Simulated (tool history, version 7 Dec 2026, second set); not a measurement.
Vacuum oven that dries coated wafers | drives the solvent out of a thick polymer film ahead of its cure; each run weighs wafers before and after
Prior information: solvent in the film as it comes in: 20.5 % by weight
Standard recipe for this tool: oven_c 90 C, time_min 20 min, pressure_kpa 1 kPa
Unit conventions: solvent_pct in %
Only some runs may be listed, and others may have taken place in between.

{"run": 1, "hour": 0.0, "oven_c": 90, "time_min": 20, "pressure_kpa": 1, "solvent_pct": 1.62}
{"hour": 20.4, "done": "oven's thermocouples calibrated"}
{"run": 2, "hour": 35.6, "oven_c": 90, "time_min": 20, "pressure_kpa": 1, "solvent_pct": 1.74}
{"run": 3, "hour": 85.1, "oven_c": 90, "time_min": 20, "pressure_kpa": 0.98, "solvent_pct": 1.71}
{"run": 4, "hour": 145.1, "oven_c": 90, "time_min": 20, "pressure_kpa": 0.98, "solvent_pct": 1.65}
{"run": 5, "hour": 185.8, "oven_c": 89, "time_min": 20, "pressure_kpa": 0.98, "solvent_pct": 1.82}
{"run": 6, "hour": 240.3, "oven_c": 89, "time_min": 20, "pressure_kpa": 0.98, "solvent_pct": 1.88}
{"run": 7, "hour": 271.8, "oven_c": 90, "time_min": 20, "pressure_kpa": 1, "solvent_pct": 1.67}
{"run": 8, "hour": 318.0, "oven_c": 90, "time_min": 20, "pressure_kpa": 1, "solvent_pct": 1.69}
{"run": 9, "hour": 369.5, "oven_c": 90, "time_min": 20, "pressure_kpa": 1, "solvent_pct": 1.68}
{"run": 10, "hour": 401.0, "oven_c": 90, "time_min": 20, "pressure_kpa": 1, "solvent_pct": 1.73}
{"run": 11, "hour": 463.6, "oven_c": 90, "time_min": 20, "pressure_kpa": 1, "solvent_pct": 1.75}
{"run": 12, "hour": 500.9, "oven_c": 90, "time_min": 20, "pressure_kpa": 1, "solvent_pct": 1.66}
{"run": 13, "hour": 570.2, "oven_c": 92, "time_min": 15, "pressure_kpa": 0.65, "solvent_pct": 1.97}
{"run": 14, "hour": 641.0, "oven_c": 90, "time_min": 24, "pressure_kpa": 2.14, "solvent_pct": 2}
{"run": 15, "hour": 711.1, "oven_c": 86, "time_min": 25, "pressure_kpa": 3.19, "solvent_pct": 3.36}
{"run": 16, "hour": 759.3, "oven_c": 86, "time_min": 25, "pressure_kpa": 2.26, "solvent_pct": 2.68}
{"run": 17, "hour": 829.9, "oven_c": 86, "time_min": 25, "pressure_kpa": 2.26, "solvent_pct": 2.65}
{"run": 18, "hour": 895.7, "oven_c": 86, "time_min": 25, "pressure_kpa": 2.26, "solvent_pct": 2.74}
{"run": 19, "hour": 937.4, "oven_c": 76, "time_min": 20, "pressure_kpa": 1.01, "solvent_pct": 5.62}
{"run": 20, "hour": 994.9, "oven_c": 76, "time_min": 20, "pressure_kpa": 1.01, "solvent_pct": 5.57}
{"run": 21, "hour": 1035.0, "oven_c": 76, "time_min": 20, "pressure_kpa": 1.01, "solvent_pct": 5.61}
{"run": 22, "hour": 1067.1, "oven_c": 77, "time_min": 20, "pressure_kpa": 1.3, "solvent_pct": 5.48}

Forecast each of these 5 alternatives for the next run:
{"run": "A", "hour": 1096.0, "oven_c": 105, "time_min": 14, "pressure_kpa": 3.79, "solvent_pct": "?"}
{"run": "B", "hour": 1096.0, "oven_c": 90, "time_min": 20, "pressure_kpa": 1.56, "solvent_pct": "?"}
{"run": "C", "hour": 1096.0, "oven_c": 82, "time_min": 16, "pressure_kpa": 1, "solvent_pct": "?"}
{"run": "D", "hour": 1096.0, "oven_c": 90, "time_min": 22, "pressure_kpa": 1, "solvent_pct": "?"}
{"run": "E", "hour": 1096.0, "oven_c": 77, "time_min": 11, "pressure_kpa": 1.3, "solvent_pct": "?"}

run=A solvent_pct=1.68
run=B solvent_pct=2
run=C solvent_pct=4.75
run=D solvent_pct=1.48
run=E solvent_pct=8.95
Had the tool no hidden state, the same runs would have come out as:
run=A solvent_pct=1.68
run=B solvent_pct=2
run=C solvent_pct=4.74
run=D solvent_pct=1.47
run=E solvent_pct=8.95
